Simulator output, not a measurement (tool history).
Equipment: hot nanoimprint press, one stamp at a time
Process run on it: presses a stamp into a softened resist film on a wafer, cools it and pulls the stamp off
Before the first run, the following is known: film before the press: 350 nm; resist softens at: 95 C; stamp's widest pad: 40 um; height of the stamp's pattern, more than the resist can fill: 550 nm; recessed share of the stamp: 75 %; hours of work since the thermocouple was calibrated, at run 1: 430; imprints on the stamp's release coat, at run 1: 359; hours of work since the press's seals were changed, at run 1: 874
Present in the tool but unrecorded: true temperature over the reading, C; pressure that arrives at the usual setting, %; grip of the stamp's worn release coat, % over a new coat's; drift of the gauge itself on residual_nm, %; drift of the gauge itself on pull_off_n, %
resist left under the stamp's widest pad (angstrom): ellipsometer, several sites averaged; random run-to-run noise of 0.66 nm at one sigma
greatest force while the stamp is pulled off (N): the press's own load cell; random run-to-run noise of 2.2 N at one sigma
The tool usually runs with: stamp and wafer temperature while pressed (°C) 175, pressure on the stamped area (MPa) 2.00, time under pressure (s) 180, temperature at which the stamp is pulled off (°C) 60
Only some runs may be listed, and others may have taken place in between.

run	hour	stamp and wafer temperature while pressed (°C)	pressure on the stamped area (MPa)	time under pressure (s)	temperature at which the stamp is pulled off (°C)	hours of work since the thermocouple was calibrated	imprints on the stamp's release coat	hours of work since the press's seals were changed	resist left under the stamp's widest pad (angstrom)	greatest force while the stamp is pulled off (N)
1	0.0	175	2.00	180	60	430	359	874	1852	260
2	56.3	175	2.00	180	60	456	453	901	1863	267
3	87.4	175	2.00	180	60	471	505	916	1857	273
4	119.0	175	1.91	180	60	486	558	931	1907	272
5	185.4	175	1.95	180	60	517	669	962	1881	278
# hour 197.0: stamp cleaned and given a new release coat
6	219.4	175	1.95	180	60	530	38	975	1891	248
7	263.3	175	1.95	180	60	551	111	996	1898	251
# hour 301.9: plate thermocouple calibrated
8	301.9	175	2.11	180	60	0	170	1013	1849	253
9	340.6	175	2.11	267	60	18	235	1031	1614	263
10	390.1	175	2.11	267	60	42	318	1054	1635	262
11	417.8	175	2.11	267	60	55	364	1067	1633	264
12	452.1	175	2.11	267	60	71	421	1083	1612	270
13	495.7	175	2.11	267	60	91	494	1104	1636	275
# hour 504.4: plate thermocouple calibrated, once more
14	563.9	175	2.06	180	60	28	603	1135	1774	276
# hour 615.3: stamp cleaned and given a new release coat
15	635.3	175	2.06	180	60	59	33	1165	1769	241
16	683.2	170	1.89	154	49	81	113	1188	2270	294
17	711.6	170	2.85	154	50	95	161	1201	1932	290
18	758.1	165	2.85	176	50	117	239	1223	2215	297
19	804.6	184	2.85	117	50	139	316	1245	1320	298
20	837.7	175	2.00	192	47	154	372	1261	1773	319
21	895.7	175	2.00	192	47	182	468	1288	1764	324
22	933.6	168	2.00	121	52	199	532	1306	2520	308
23	974.2	168	2.00	121	52	219	600	1325	2525	314
# hour 1018.5: press's hydraulic seals changed and the load cell set to zero
# hour 1035.4: stamp cleaned and given a new release coat
24	1056.3	175	2.00	97	63	251	35	15	2185	233
25	1095.0	175	2.00	254	49	269	99	33	1589	291
26	1161.3	175	1.53	196	60	300	210	64	1970	254
27	1211.7	181	1.53	293	60	324	294	88	1380	259
28	1239.9	171	1.63	168	59	337	341	102	2258	266
29	1269.0	173	2.65	287	45	351	390	115	1439	326
30	1321.7	175	1.72	180	60	376	478	140	1932	270

What would each run have given without the hidden state, its run-to-run variation left as it was?
run	resist left under the stamp's widest pad (angstrom)	greatest force while the stamp is pulled off (N)
1	1748	236
2	1753	238
3	1745	240
4	1792	236
5	1761	236
6	1767	240
7	1770	239
8	1699	237
9	1470	242
10	1485	237
11	1481	236
12	1459	239
13	1477	239
14	1736	243
15	1726	239
16	2224	287
17	1863	280
18	2139	282
19	1258	278
20	1713	294
21	1698	292
22	2451	274
23	2452	274
24	2150	229
25	1553	283
26	1926	240
27	1342	240
28	2204	244
29	1389	297
30	1873	241

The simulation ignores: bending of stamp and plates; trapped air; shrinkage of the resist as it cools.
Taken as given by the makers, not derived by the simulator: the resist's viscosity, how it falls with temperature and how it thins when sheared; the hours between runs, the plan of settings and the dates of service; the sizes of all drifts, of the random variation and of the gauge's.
